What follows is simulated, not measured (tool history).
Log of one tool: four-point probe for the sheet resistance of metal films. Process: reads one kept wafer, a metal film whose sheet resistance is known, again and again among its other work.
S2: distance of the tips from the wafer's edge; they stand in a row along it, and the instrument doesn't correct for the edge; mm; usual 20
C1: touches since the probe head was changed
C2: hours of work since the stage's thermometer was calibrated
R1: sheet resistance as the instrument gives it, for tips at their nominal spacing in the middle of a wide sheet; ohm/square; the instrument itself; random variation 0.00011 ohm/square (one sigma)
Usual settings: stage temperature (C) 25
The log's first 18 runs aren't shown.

run 19 hour=280.0 | stage_temperature_(C)=25 S2=20 | C1=28601 C2=1024 | R1=0.550893
run 20 hour=301.6 | stage_temperature_(C)=25 S2=7 | C1=29493 C2=1036 | R1=0.552980
run 21 hour=316.1 | stage_temperature_(C)=25 S2=7 | C1=30092 C2=1045 | R1=0.553283
run 22 hour=325.2 | stage_temperature_(C)=25 S2=7 | C1=30466 C2=1051 | R1=0.552878
run 23 hour=345.9 | stage_temperature_(C)=30 S2=20 | C1=31318 C2=1063 | R1=0.553580
run 24 hour=365.9 | stage_temperature_(C)=21 S2=53 | C1=32144 C2=1075 | R1=0.548561
run 25 hour=382.2 | stage_temperature_(C)=34 S2=23 | C1=32817 C2=1084 | R1=0.555199
run 26 hour=399.2 | stage_temperature_(C)=32 S2=69 | C1=33516 C2=1095 | R1=0.554025
run 27 hour=417.1 | stage_temperature_(C)=19 S2=16 | C1=34258 C2=1105 | R1=0.548103
run 28 hour=428.0 | stage_temperature_(C)=20 S2=28 | C1=34708 C2=1112 | R1=0.548192
run 29 hour=448.7 | stage_temperature_(C)=27 S2=25 | C1=35562 C2=1124 | R1=0.551767
run 30 hour=460.0 | stage_temperature_(C)=21 S2=20 | C1=36025 C2=1131 | R1=0.548641
run 31 hour=473.8 | stage_temperature_(C)=20 S2=47 | C1=36595 C2=1139 | R1=0.547976
run 32 hour=484.5 | stage_temperature_(C)=25 S2=14 | C1=37039 C2=1145 | R1=0.550990
run 33 hour=504.3 | stage_temperature_(C)=26 S2=5 | C1=37853 C2=1157 | R1=0.555570
run 34 hour=515.2 | stage_temperature_(C)=26 S2=5 | C1=38303 C2=1164 | R1=0.555574
run 35 hour=529.9 | stage_temperature_(C)=26 S2=5 | C1=38909 C2=1172 | R1=0.555763
run 36 hour=543.7 | stage_temperature_(C)=32 S2=3 | C1=39478 C2=1181 | R1=0.566940
run 37 hour=554.7 | stage_temperature_(C)=34 S2=32 | C1=39934 C2=1187 | R1=0.554959
run 38 hour=565.3 | stage_temperature_(C)=33 S2=9 | C1=40369 C2=1193 | R1=0.555666
run 39 hour=579.2 | stage_temperature_(C)=33 S2=9 | C1=40943 C2=1202 | R1=0.555623
run 40 hour=595.2 | stage_temperature_(C)=26 S2=66 | C1=41602 C2=1211 | R1=0.550911
run 41 hour=607.9 | stage_temperature_(C)=32 S2=14 | C1=42130 C2=1219 | R1=0.554284
run 42 hour=620.8 | stage_temperature_(C)=22 S2=3 | C1=42658 C2=1226 | R1=0.561891

3 ways to go on from here, each from the tool as it stands after run 42. What would each give?
run A hour=634.0 | stage_temperature_(C)=23 S2=39 | C1=43204 C2=1234 | R1=?
run B hour=634.0 | stage_temperature_(C)=20 S2=3 | C1=43204 C2=1234 | R1=?
run C hour=634.0 | stage_temperature_(C)=18 S2=55 | C1=43204 C2=1234 | R1=?

run=A R1=0.549334
run=B R1=0.560826
run=C R1=0.546603
Without the tool's hidden state the same runs would have given:
run=A R1=0.549622
run=B R1=0.561106
run=C R1=0.546871

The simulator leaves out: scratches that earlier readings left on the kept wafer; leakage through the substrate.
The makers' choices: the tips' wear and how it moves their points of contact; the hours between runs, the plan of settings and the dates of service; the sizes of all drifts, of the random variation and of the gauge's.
